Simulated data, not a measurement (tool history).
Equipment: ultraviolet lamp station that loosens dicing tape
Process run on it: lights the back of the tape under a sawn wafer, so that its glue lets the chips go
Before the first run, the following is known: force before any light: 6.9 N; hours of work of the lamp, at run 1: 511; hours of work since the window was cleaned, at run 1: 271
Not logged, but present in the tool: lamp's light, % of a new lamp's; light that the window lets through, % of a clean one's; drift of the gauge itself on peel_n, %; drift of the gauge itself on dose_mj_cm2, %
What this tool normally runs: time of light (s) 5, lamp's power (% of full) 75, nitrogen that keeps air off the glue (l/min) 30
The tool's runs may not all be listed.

run   hour  time of light (s)  lamp's power (% of full)  nitrogen that keeps air off the glue (l/min)  hours of work of the lamp  hours of work since the window was cleaned  force that peels the tape off (N)  light that reached the tape (mJ/cm2)
  1      0                  5                        75                                            30                        511                                         271                              0.991                                   320
  2   41.2                  5                        75                                            30                        528                                         288                              1.029                                   320
  3   81.1                  5                        75                                            30                        545                                         305                              1.014                                   315
  4  102.7                  5                        75                                            30                        554                                         313                              1.059                                   309
     118.9  -- window cleaned of glue's vapour
  5  135.9                  5                        75                                            30                        567                                           7                              0.793                                   364
  6  166.2                  5                        75                                            30                        579                                          19                              0.829                                   355
  7  195.2                  3                        87                                            23                        591                                          31                              1.768                                   247
  8  221.9                  3                        87                                            23                        602                                          42                              1.847                                   241

Expected results for the next run?
  9   253                  4                        84                                            49                        615                                          55                                  ?                                     ?

force that peels the tape off (N): 0.775
light that reached the tape (mJ/cm2): 313
On a tool with no hidden condition, and with the same random variation, this run would have come out at force that peels the tape off (N) 0.568, light that reached the tape (mJ/cm2) 366.
